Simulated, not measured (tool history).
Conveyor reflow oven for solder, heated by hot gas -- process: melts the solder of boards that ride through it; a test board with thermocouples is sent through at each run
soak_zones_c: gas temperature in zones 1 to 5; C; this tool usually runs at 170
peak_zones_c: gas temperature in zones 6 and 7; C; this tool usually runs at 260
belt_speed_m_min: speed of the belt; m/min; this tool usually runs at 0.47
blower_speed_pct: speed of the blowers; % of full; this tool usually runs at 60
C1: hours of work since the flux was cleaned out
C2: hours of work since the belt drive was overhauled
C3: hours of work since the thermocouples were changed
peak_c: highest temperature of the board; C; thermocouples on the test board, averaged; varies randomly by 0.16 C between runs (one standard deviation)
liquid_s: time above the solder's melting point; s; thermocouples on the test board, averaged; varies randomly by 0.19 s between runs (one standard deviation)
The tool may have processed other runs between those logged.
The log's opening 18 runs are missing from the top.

{"run": 19, "hour": 633.8, "soak_zones_c": 185, "peak_zones_c": 264, "belt_speed_m_min": 0.47, "blower_speed_pct": 60, "C1": 72, "C2": 1118, "C3": 396, "peak_c": 246, "liquid_s": 55.7}
{"run": 20, "hour": 657.5, "soak_zones_c": 177, "peak_zones_c": 262, "belt_speed_m_min": 0.386, "blower_speed_pct": 65, "C1": 83, "C2": 1129, "C3": 407, "peak_c": 249.2, "liquid_s": 69.8}
{"run": 21, "hour": 695.5, "soak_zones_c": 161, "peak_zones_c": 262, "belt_speed_m_min": 0.386, "blower_speed_pct": 65, "C1": 100, "C2": 1147, "C3": 425, "peak_c": 246.7, "liquid_s": 60.7}
{"run": 22, "hour": 722.1, "soak_zones_c": 170, "peak_zones_c": 265, "belt_speed_m_min": 0.47, "blower_speed_pct": 70, "C1": 113, "C2": 1159, "C3": 437, "peak_c": 245.4, "liquid_s": 49.6}
{"run": 23, "hour": 766.3, "soak_zones_c": 183, "peak_zones_c": 257, "belt_speed_m_min": 0.393, "blower_speed_pct": 61, "C1": 133, "C2": 1180, "C3": 458, "peak_c": 244.7, "liquid_s": 66.6}
{"run": 24, "hour": 811.6, "soak_zones_c": 159, "peak_zones_c": 260, "belt_speed_m_min": 0.47, "blower_speed_pct": 60, "C1": 154, "C2": 1201, "C3": 479, "peak_c": 236.1, "liquid_s": 36}
{"hour": 844.5, "done": "flux residue cleaned out of gas plates and filters"}
{"run": 25, "hour": 857.2, "soak_zones_c": 179, "peak_zones_c": 274, "belt_speed_m_min": 0.481, "blower_speed_pct": 85, "C1": 6, "C2": 1220, "C3": 498, "peak_c": 257.1, "liquid_s": 60.9}
{"run": 26, "hour": 884.7, "soak_zones_c": 179, "peak_zones_c": 274, "belt_speed_m_min": 0.481, "blower_speed_pct": 85, "C1": 19, "C2": 1232, "C3": 511, "peak_c": 257.2, "liquid_s": 60.7}
{"run": 27, "hour": 929.3, "soak_zones_c": 156, "peak_zones_c": 252, "belt_speed_m_min": 0.503, "blower_speed_pct": 84, "C1": 40, "C2": 1253, "C3": 532, "peak_c": 232, "liquid_s": 29}
{"run": 28, "hour": 969.1, "soak_zones_c": 156, "peak_zones_c": 252, "belt_speed_m_min": 0.424, "blower_speed_pct": 84, "C1": 58, "C2": 1272, "C3": 550, "peak_c": 238.1, "liquid_s": 44.1}

What does the tool deliver on the next run?
{"run": 29, "hour": 991.7, "soak_zones_c": 165, "peak_zones_c": 266, "belt_speed_m_min": 0.44, "blower_speed_pct": 81, "C1": 69, "C2": 1282, "C3": 561, "peak_c": "?", "liquid_s": "?"}

{"run 29": {"peak_c": 249.7, "liquid_s": 56.8}}
If the tool had no hidden condition, the same run with the same run-to-run variation would have returned peak_c 249.9 C, liquid_s 56.4 s.
